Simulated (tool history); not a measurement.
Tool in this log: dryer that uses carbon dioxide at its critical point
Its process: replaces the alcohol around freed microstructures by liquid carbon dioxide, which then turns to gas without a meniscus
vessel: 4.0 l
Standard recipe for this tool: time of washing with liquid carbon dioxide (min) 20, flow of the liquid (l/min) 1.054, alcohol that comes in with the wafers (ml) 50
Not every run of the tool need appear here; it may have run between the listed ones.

run	day	time of washing with liquid carbon dioxide (min)	flow of the liquid (l/min)	alcohol that comes in with the wafers (ml)	alcohol left in the vessel before it's heated (ppm by volume)
1	0	20	1.054	50	213
2	0.592	20	1.06	50	214
3	1.283	20	1.06	50	216
4	2.15	20	0.75	50	630
5	2.804	20	0.75	50	672
6	3.521	20	0.75	50	719
# day 3.654: inlet filter changed
7	4.058	20	0.75	50	451
8	4.696	20	1.054	50	172
9	5.55	20	1.054	50	173
10	6.554	20	1.054	50	180
11	7.575	20	1.054	50	205
12	8.517	20	1.054	50	205
13	9.133	20	1.054	50	223
14	10.108	20	1.054	50	229
15	11.025	20	0.98	50	298
16	11.517	20	1.054	78	358
17	12.529	20	0.79	78	903
# day 13.154: inlet filter changed
18	13.346	13	0.79	78	1900
19	13.929	20	1.054	50	175
20	14.592	20	1.054	50	180
21	15.054	20	1.054	50	194
22	15.575	20	1.054	68	242
23	16.017	20	1.054	68	244
24	16.596	20	1.054	68	249
25	17.292	20	1.054	68	261
26	17.954	20	1.33	87	162
27	18.771	21	1.29	93	163
28	19.192	20	1.24	55	162
29	20.021	15	0.93	50	787
30	21.042	15	0.93	50	846
31	22.038	15	1.08	20	287
# day 22.612: inlet filter changed
32	22.967	23	1.23	80	113
33	23.742	23	1.55	69	83
34	24.333	20	1.054	50	201

Run 35, settings as shown, results not yet in. Your forecast:
35	25.175	23	1.054	50	?

Logged for run 35: alcohol left in the vessel before it's heated (ppm by volume) 145.
If the tool had no hidden condition, the same run with the same run-to-run variation would have returned alcohol left in the vessel before it's heated (ppm by volume) 54.

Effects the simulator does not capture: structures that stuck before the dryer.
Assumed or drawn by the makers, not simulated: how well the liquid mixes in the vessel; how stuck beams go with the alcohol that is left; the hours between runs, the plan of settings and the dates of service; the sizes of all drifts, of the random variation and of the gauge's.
